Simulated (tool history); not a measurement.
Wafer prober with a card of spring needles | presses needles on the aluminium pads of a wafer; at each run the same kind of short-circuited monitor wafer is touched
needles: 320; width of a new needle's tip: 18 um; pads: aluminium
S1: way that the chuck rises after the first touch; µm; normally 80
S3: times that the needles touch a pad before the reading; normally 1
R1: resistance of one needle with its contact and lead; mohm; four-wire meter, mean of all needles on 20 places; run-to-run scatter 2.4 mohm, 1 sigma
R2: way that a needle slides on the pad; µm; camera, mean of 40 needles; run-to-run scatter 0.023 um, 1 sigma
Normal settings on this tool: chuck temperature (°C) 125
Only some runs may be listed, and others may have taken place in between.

run 1 hour=0.0 | S1=80 chuck_temperature_(°C)=125 S3=1 | R1=293 R2=21.59
-- hour=11.7 tips cleaned on abrasive film
-- hour=24.9 tips cleaned on abrasive film
run 2 hour=31.2 | S1=80 chuck_temperature_(°C)=125 S3=3 | R1=291 R2=21.54
-- hour=38.9 tips cleaned on abrasive film
-- hour=42.1 height of the first contact set anew
-- hour=54.2 tips cleaned on abrasive film
run 3 hour=57.8 | S1=80 chuck_temperature_(°C)=125 S3=1 | R1=295 R2=21.83
-- hour=68.0 tips cleaned on abrasive film
run 4 hour=80.1 | S1=80 chuck_temperature_(°C)=125 S3=1 | R1=311 R2=21.81
-- hour=81.7 tips cleaned on abrasive film
-- hour=95.8 tips cleaned on abrasive film
run 5 hour=107.5 | S1=80 chuck_temperature_(°C)=125 S3=1 | R1=307 R2=21.77
-- hour=110.4 tips cleaned on abrasive film
-- hour=125.1 tips cleaned on abrasive film
run 6 hour=136.6 | S1=80 chuck_temperature_(°C)=125 S3=2 | R1=300 R2=21.69
-- hour=139.1 tips cleaned on abrasive film
-- hour=153.8 tips cleaned on abrasive film
run 7 hour=163.1 | S1=80 chuck_temperature_(°C)=125 S3=2 | R1=295 R2=21.67
-- hour=168.3 tips cleaned on abrasive film
-- hour=181.5 tips cleaned on abrasive film
run 8 hour=181.5 | S1=81 chuck_temperature_(°C)=125 S3=2 | R1=281 R2=21.92
-- hour=194.8 tips cleaned on abrasive film
run 9 hour=204.7 | S1=80 chuck_temperature_(°C)=54 S3=1 | R1=298 R2=21.56
-- hour=209.7 tips cleaned on abrasive film
-- hour=222.4 tips cleaned on abrasive film
-- hour=236.9 tips cleaned on abrasive film
run 10 hour=239.3 | S1=80 chuck_temperature_(°C)=62 S3=1 | R1=274 R2=21.57
-- hour=250.8 tips cleaned on abrasive film
-- hour=255.8 height of the first contact set anew
run 11 hour=262.9 | S1=80 chuck_temperature_(°C)=62 S3=1 | R1=299 R2=21.86
-- hour=265.0 tips cleaned on abrasive film
-- hour=277.6 tips cleaned on abrasive film
run 12 hour=279.4 | S1=80 chuck_temperature_(°C)=62 S3=1 | R1=273 R2=21.79
-- hour=291.6 tips cleaned on abrasive film
-- hour=306.5 tips cleaned on abrasive film
run 13 hour=309.6 | S1=80 chuck_temperature_(°C)=30 S3=1 | R1=271 R2=21.72
-- hour=320.4 tips cleaned on abrasive film
-- hour=334.4 tips cleaned on abrasive film
run 14 hour=341.9 | S1=80 chuck_temperature_(°C)=125 S3=1 | R1=309 R2=21.70
-- hour=349.6 tips cleaned on abrasive film
-- hour=362.4 tips cleaned on abrasive film
run 15 hour=365.0 | S1=77 chuck_temperature_(°C)=125 S3=1 | R1=301 R2=20.83
-- hour=378.1 tips cleaned on abrasive film
run 16 hour=386.4 | S1=77 chuck_temperature_(°C)=125 S3=1 | R1=314 R2=20.79
-- hour=390.7 tips cleaned on abrasive film
-- hour=403.9 tips cleaned on abrasive film
-- hour=417.4 tips cleaned on abrasive film
run 17 hour=420.7 | S1=77 chuck_temperature_(°C)=125 S3=1 | R1=301 R2=20.79
-- hour=430.4 tips cleaned on abrasive film
-- hour=445.3 tips cleaned on abrasive film
run 18 hour=456.3 | S1=74 chuck_temperature_(°C)=66 S3=2 | R1=288 R2=19.91
-- hour=459.3 tips cleaned on abrasive film
-- hour=467.0 height of the first contact set anew
-- hour=474.1 tips cleaned on abrasive film
run 19 hour=474.1 | S1=97 chuck_temperature_(°C)=66 S3=1 | R1=259 R2=26.46
-- hour=488.4 tips cleaned on abrasive film
-- hour=502.3 tips cleaned on abrasive film
run 20 hour=504.9 | S1=72 chuck_temperature_(°C)=66 S3=1 | R1=289 R2=19.61
-- hour=515.7 tips cleaned on abrasive film
run 21 hour=520.1 | S1=74 chuck_temperature_(°C)=46 S3=2 | R1=268 R2=20.16
-- hour=528.5 tips cleaned on abrasive film
-- hour=542.2 tips cleaned on abrasive film
run 22 hour=542.2 | S1=80 chuck_temperature_(°C)=107 S3=3 | R1=273 R2=21.75
-- hour=555.6 tips cleaned on abrasive film
run 23 hour=563.4 | S1=80 chuck_temperature_(°C)=45 S3=3 | R1=268 R2=21.68
-- hour=570.2 tips cleaned on abrasive film
-- hour=584.2 tips cleaned on abrasive film
run 24 hour=590.6 | S1=80 chuck_temperature_(°C)=125 S3=2 | R1=296 R2=21.62
-- hour=597.0 tips cleaned on abrasive film
-- hour=610.5 tips cleaned on abrasive film
run 25 hour=612.4 | S1=99 chuck_temperature_(°C)=26 S3=2 | R1=250 R2=26.77
-- hour=625.6 tips cleaned on abrasive film
run 26 hour=629.7 | S1=64 chuck_temperature_(°C)=117 S3=2 | R1=303 R2=17.24
-- hour=641.1 tips cleaned on abrasive film
run 27 hour=650.8 | S1=64 chuck_temperature_(°C)=117 S3=2 | R1=309 R2=17.21
-- hour=653.7 tips cleaned on abrasive film
-- hour=667.9 tips cleaned on abrasive film
run 28 hour=677.1 | S1=80 chuck_temperature_(°C)=95 S3=1 | R1=307 R2=21.53
-- hour=679.4 height of the first contact set anew
-- hour=681.0 tips cleaned on abrasive film
-- hour=695.5 tips cleaned on abrasive film
run 29 hour=707.6 | S1=91 chuck_temperature_(°C)=125 S3=2 | R1=295 R2=24.79
-- hour=710.8 tips cleaned on abrasive film
-- hour=724.2 tips cleaned on abrasive film
run 30 hour=731.3 | S1=66 chuck_temperature_(°C)=56 S3=2 | R1=293 R2=17.89
-- hour=738.7 tips cleaned on abrasive film
-- hour=751.6 tips cleaned on abrasive film
-- hour=765.8 tips cleaned on abrasive film
run 31 hour=765.8 | S1=66 chuck_temperature_(°C)=56 S3=2 | R1=270 R2=17.91

Measured less the same run without the tool's hidden state. The same run-to-run variation is in both; the gauge's scatter may not be:
Unlogged tool condition in this case: debris on the tips, nm; way that the needles fall short of the set height, um; tips' diameter, um; drift of the gauge itself on contact_mohm, %; drift of the gauge itself on scrub_um, %.
run=1 R1=+14 R2=-0.25
run=2 R1=+11 R2=-0.28
run=3 R1=+18 R2=-0.02
run=4 R1=+35 R2=-0.04
run=5 R1=+34 R2=-0.07
run=6 R1=+22 R2=-0.12
run=7 R1=+20 R2=-0.15
run=8 R1=+4 R2=-0.19
run=9 R1=+39 R2=-0.22
run=10 R1=+16 R2=-0.28
run=11 R1=+39 R2=+0.00
run=12 R1=+14 R2=-0.05
run=13 R1=+23 R2=-0.09
run=14 R1=+30 R2=-0.11
run=15 R1=+19 R2=-0.15
run=16 R1=+35 R2=-0.18
run=17 R1=+24 R2=-0.23
run=18 R1=+29 R2=-0.28
run=19 R1=+5 R2=-0.02
run=20 R1=+24 R2=-0.06
run=21 R1=+17 R2=-0.08
run=22 R1=+4 R2=-0.11
run=23 R1=+15 R2=-0.14
run=24 R1=+18 R2=-0.17
run=25 R1=+7 R2=-0.21
run=26 R1=+23 R2=-0.23
run=27 R1=+33 R2=-0.25
run=28 R1=+39 R2=-0.29
run=29 R1=+19 R2=-0.05
run=30 R1=+30 R2=-0.09
run=31 R1=+7 R2=-0.14
